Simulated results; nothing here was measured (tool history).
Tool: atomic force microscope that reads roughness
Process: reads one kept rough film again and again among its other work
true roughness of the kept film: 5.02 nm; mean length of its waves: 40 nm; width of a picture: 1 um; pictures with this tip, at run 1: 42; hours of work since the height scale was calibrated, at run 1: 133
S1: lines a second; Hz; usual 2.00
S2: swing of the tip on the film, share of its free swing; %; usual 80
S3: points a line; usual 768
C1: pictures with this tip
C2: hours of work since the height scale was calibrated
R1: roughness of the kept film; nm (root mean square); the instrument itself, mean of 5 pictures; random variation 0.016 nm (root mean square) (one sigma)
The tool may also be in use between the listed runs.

| run | hour | S1 | S2 | S3 | C1 | C2 | R1 |
|---|---|---|---|---|---|---|---|
| 1 | 0.0 | 2.00 | 80 | 768 | 42 | 133 | 3.741 |
| 2 | 6.9 | 2.00 | 80 | 768 | 55 | 137 | 3.709 |
| 3 | 19.8 | 2.00 | 80 | 768 | 79 | 145 | 3.644 |
| 4 | 33.2 | 2.00 | 80 | 768 | 104 | 153 | 3.591 |
| 5 | 45.6 | 3.09 | 80 | 768 | 126 | 160 | 3.227 |
| 6 | 56.5 | 3.66 | 80 | 768 | 147 | 167 | 3.035 |
|  | 60.5 | new tip fitted |
| 7 | 65.5 | 1.12 | 80 | 768 | 9 | 172 | 4.150 |
| 8 | 71.8 | 1.12 | 80 | 768 | 21 | 175 | 4.055 |
| 9 | 78.9 | 1.12 | 80 | 768 | 34 | 179 | 4.036 |
| 10 | 88.6 | 1.12 | 80 | 768 | 52 | 185 | 3.997 |
| 11 | 97.0 | 0.59 | 80 | 768 | 68 | 190 | 4.180 |
| 12 | 110.5 | 2.00 | 80 | 768 | 93 | 198 | 3.584 |
| 13 | 118.0 | 2.00 | 80 | 768 | 106 | 202 | 3.550 |
| 14 | 123.9 | 2.00 | 80 | 768 | 117 | 206 | 3.563 |
| 15 | 138.0 | 2.00 | 80 | 768 | 143 | 214 | 3.478 |
|  | 144.0 | new tip fitted |
| 16 | 147.1 | 1.80 | 80 | 768 | 5 | 219 | 3.877 |
| 17 | 153.4 | 1.80 | 80 | 768 | 17 | 223 | 3.864 |
| 18 | 160.1 | 1.80 | 80 | 768 | 29 | 227 | 3.818 |
| 19 | 173.4 | 2.00 | 80 | 768 | 54 | 234 | 3.676 |
| 20 | 182.3 | 2.00 | 80 | 768 | 70 | 240 | 3.645 |
| 21 | 188.9 | 2.00 | 80 | 768 | 83 | 243 | 3.586 |
| 22 | 200.2 | 2.00 | 80 | 768 | 104 | 250 | 3.566 |
| 23 | 212.7 | 2.00 | 80 | 768 | 127 | 257 | 3.503 |
| 24 | 223.6 | 2.00 | 80 | 768 | 147 | 264 | 3.455 |
|  | 227.3 | new tip fitted |
| 25 | 236.6 | 2.00 | 80 | 768 | 17 | 271 | 3.811 |
| 26 | 246.7 | 2.00 | 80 | 768 | 36 | 277 | 3.716 |

The next listed run, before its measurement:
| 27 | 255.6 | 2.00 | 80 | 768 | 52 | 282 | ? |

Run 27 gave R1 3.688 nm (root mean square).
Without the tool's hidden state the same run would have given R1 3.856 nm (root mean square).
